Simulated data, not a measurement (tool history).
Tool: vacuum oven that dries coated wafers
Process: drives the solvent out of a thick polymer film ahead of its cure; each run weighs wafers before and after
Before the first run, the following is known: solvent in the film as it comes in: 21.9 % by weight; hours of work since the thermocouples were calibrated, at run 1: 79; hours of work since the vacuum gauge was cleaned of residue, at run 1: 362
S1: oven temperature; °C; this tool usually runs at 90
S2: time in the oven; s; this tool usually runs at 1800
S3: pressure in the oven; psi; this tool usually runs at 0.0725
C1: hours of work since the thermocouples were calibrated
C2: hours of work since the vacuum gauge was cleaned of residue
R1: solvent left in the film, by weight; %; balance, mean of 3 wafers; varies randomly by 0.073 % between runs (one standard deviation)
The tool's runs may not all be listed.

run	hour	S1	S2	S3	C1	C2	R1
1	0.0	90	1800	0.0725	79	362	5.56
2	9.2	90	1800	0.0725	85	368	5.66
3	19.0	90	1800	0.0725	92	375	5.45
4	32.0	90	2280	0.0725	101	383	4.15
5	43.6	92	1800	0.0725	108	391	4.65
6	49.5	92	1800	0.0725	112	395	4.75
7	61.7	92	1800	0.0725	121	403	4.78
8	73.4	92	1800	0.0725	129	411	4.81
9	79.4	92	1800	0.0725	133	415	4.73
10	85.9	105	1800	0.0725	137	420	1.01
11	96.8	90	1200	0.0725	145	427	8.18
12	103.7	101	1800	0.0725	149	432	1.74
13	116.2	101	1800	0.0725	158	441	1.68
14	129.5	101	1800	0.0725	167	450	1.72
15	141.0	101	1800	0.1031	175	457	1.80
16	151.8	101	1800	0.1031	182	465	1.91
17	165.1	78	1020	0.1503	191	474	13.74
18	171.9	78	1020	0.1503	196	478	13.70
19	181.7	78	1020	0.1503	202	485	14.02
20	193.1	95	1380	0.1503	210	493	5.35
21	202.8	92	1260	0.1503	217	499	7.34
22	212.6	92	1260	0.1503	223	506	7.35
23	225.3	105	1260	0.2763	232	515	2.65
24	236.4	90	3120	0.0725	239	522	2.64
25	246.7	90	3120	0.0725	246	529	2.67
26	255.8	90	2220	0.0725	253	535	4.43
27	262.0	89	1800	0.0487	257	540	6.26
28	273.1	89	1800	0.0487	264	547	6.23
29	282.1	92	1140	0.0666	270	553	7.86
30	294.3	81	1440	0.1195	279	561	11.23
31	305.4	92	2520	0.0725	286	569	2.94

For some of the steps in R1 from one run to the next: how much would appear even if the tool had no hidden state, given the settings, what came in and random variation, and how much remains for the hidden state plus any gauge scatter that the measured result and the result without hidden state don't share?
Hidden state at play: true wafer temperature over the reading, C; true pressure over the reading, kPa; drift of the gauge itself on solvent_pct, %.
Run 9 -> 10: S1 92 -> 105. R1 -3.72 %: hidden state -0.21, all else -3.51.
Run 10 -> 11: S1 105 -> 90, S2 1800 -> 1200. R1 +7.17 %: hidden state +0.24, all else +6.93.
Run 11 -> 12: S1 90 -> 101, S2 1200 -> 1800. R1 -6.44 %: hidden state -0.16, all else -6.28.
Run 16 -> 17: S1 101 -> 78, S2 1800 -> 1020, S3 0.1031 -> 0.1503. R1 +11.83 %: hidden state +0.07, all else +11.76.
Run 19 -> 20: S1 78 -> 95, S2 1020 -> 1380. R1 -8.67 %: hidden state +0.09, all else -8.76.
Run 30 -> 31: S1 81 -> 92, S2 1440 -> 2520, S3 0.1195 -> 0.0725. R1 -8.29 %: hidden state -0.06, all else -8.23.
